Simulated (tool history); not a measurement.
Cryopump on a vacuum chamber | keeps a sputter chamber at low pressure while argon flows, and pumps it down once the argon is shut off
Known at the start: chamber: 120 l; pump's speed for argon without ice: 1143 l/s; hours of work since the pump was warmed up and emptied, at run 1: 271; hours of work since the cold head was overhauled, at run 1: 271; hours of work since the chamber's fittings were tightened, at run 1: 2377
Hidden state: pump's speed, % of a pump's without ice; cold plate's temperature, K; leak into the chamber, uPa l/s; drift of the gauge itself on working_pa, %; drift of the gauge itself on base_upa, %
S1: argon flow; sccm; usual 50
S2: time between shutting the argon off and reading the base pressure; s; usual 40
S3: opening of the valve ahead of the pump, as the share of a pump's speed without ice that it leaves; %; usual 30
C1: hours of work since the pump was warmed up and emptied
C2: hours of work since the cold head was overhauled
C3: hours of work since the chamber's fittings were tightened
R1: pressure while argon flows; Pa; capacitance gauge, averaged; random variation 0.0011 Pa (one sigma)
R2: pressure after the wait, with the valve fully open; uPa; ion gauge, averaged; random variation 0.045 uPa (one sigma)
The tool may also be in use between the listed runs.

run,hour,S1,S2,S3,C1,C2,C3,R1,R2
1,0.0,50,40,30,271,271,2377,0.2606,3.24
2,19.1,35,40,30,279,279,2385,0.1826,3.25
3,37.6,35,40,30,287,287,2393,0.1820,3.17
4,58.9,35,40,30,296,296,2402,0.1832,3.35
5,76.7,50,40,30,303,303,2409,0.2592,3.32
6,94.5,63,61,15,311,311,2417,0.6411,2.46

Run 7 comes next. What will it give?
7,119.9,25,292,30,322,322,2427,?,?

{"run 7": {"R1": 0.1316, "R2": 1.19}}
Without the tool's hidden state the same run would have given R1 0.1230 Pa, R2 0.58 uPa.
